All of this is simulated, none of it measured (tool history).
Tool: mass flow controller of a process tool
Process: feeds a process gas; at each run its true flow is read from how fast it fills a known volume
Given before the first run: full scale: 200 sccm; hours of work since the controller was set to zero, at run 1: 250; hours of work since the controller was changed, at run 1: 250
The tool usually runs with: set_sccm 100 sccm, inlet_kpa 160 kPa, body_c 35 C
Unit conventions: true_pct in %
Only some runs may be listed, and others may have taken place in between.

run	hour	set_sccm	inlet_kpa	body_c	hours of work since the controller was set to zero	hours of work since the controller was changed	true_pct
1	0.0	100	160	35	250	250	99.35
2	58.4	100	160	21	271	271	99.00
3	96.4	31	160	21	284	284	98.63
4	144.3	31	160	21	300	300	98.65
5	220.8	31	160	21	326	326	98.56
6	287.4	77	160	35	349	349	99.27
7	332.8	77	160	35	365	365	99.25
8	387.3	77	160	35	383	383	99.23
9	452.3	77	160	35	406	406	99.36
10	524.1	77	160	35	430	430	99.21
11	601.6	77	160	35	457	457	99.19
12	638.6	100	160	35	469	469	99.45
13	694.2	100	160	35	488	488	99.32
14	773.0	100	160	35	515	515	99.49
15	829.3	100	160	35	535	535	99.32
16	880.4	100	160	35	552	552	99.31
17	945.3	100	160	35	575	575	99.44
18	1018.2	100	160	28	600	600	99.09
19	1061.5	100	160	35	614	614	99.52
20	1130.1	100	160	35	638	638	99.50
21	1183.4	100	160	35	656	656	99.28
22	1255.2	100	160	35	681	681	99.41
23	1291.4	100	160	35	693	693	99.31
24	1338.6	100	160	35	709	709	99.41
25	1384.3	36	242	35	725	725	99.72
26	1449.8	104	242	35	747	747	100.18
27	1528.3	104	242	35	774	774	100.11
28	1599.0	104	242	35	799	799	100.14
29	1659.8	104	242	35	819	819	100.01
30	1738.7	78	243	36	847	847	99.83
31	1812.7	149	209	31	872	872	99.85
32	1846.8	100	210	35	884	884	99.68
33	1913.5	100	210	35	906	906	99.85
34	1948.8	50	210	23	919	919	99.23
35	2012.4	106	229	27	940	940	99.79
36	2072.0	100	167	35	961	961	99.49
37	2104.4	35	220	35	972	972	99.50
38	2159.8	71	255	35	991	991	100.07
39	2218.1	71	255	35	1011	1011	100.01
40	2295.7	100	160	21	1037	1037	99.11
41	2351.1	100	160	21	1056	1056	98.99
42	2383.3	100	160	21	1068	1068	99.09
43	2427.1	100	265	23	1083	1083	99.84
44	2493.8	96	160	31	1105	1105	99.25
45	2549.1	100	238	24	1124	1124	99.69
46	2626.0	64	143	35	1151	1151	99.06
47	2659.3	41	233	32	1162	1162	99.65
48	2707.4	41	233	32	1179	1179	99.62

5 ways to go on from here, each from the tool as it stands after run 48. What would each give?
A	2773.5	159	260	21	1201	1201	?
B	2773.5	33	156	35	1201	1201	?
C	2773.5	41	218	32	1201	1201	?
D	2773.5	41	163	32	1201	1201	?
E	2773.5	100	194	35	1201	1201	?

run	true_pct
A	100.11
B	98.99
C	99.43
D	99.06
E	99.66
Stripped of hidden state, with their random variation kept, the same runs would have yielded:
run	true_pct
A	100.11
B	98.99
C	99.43
D	99.06
E	99.66

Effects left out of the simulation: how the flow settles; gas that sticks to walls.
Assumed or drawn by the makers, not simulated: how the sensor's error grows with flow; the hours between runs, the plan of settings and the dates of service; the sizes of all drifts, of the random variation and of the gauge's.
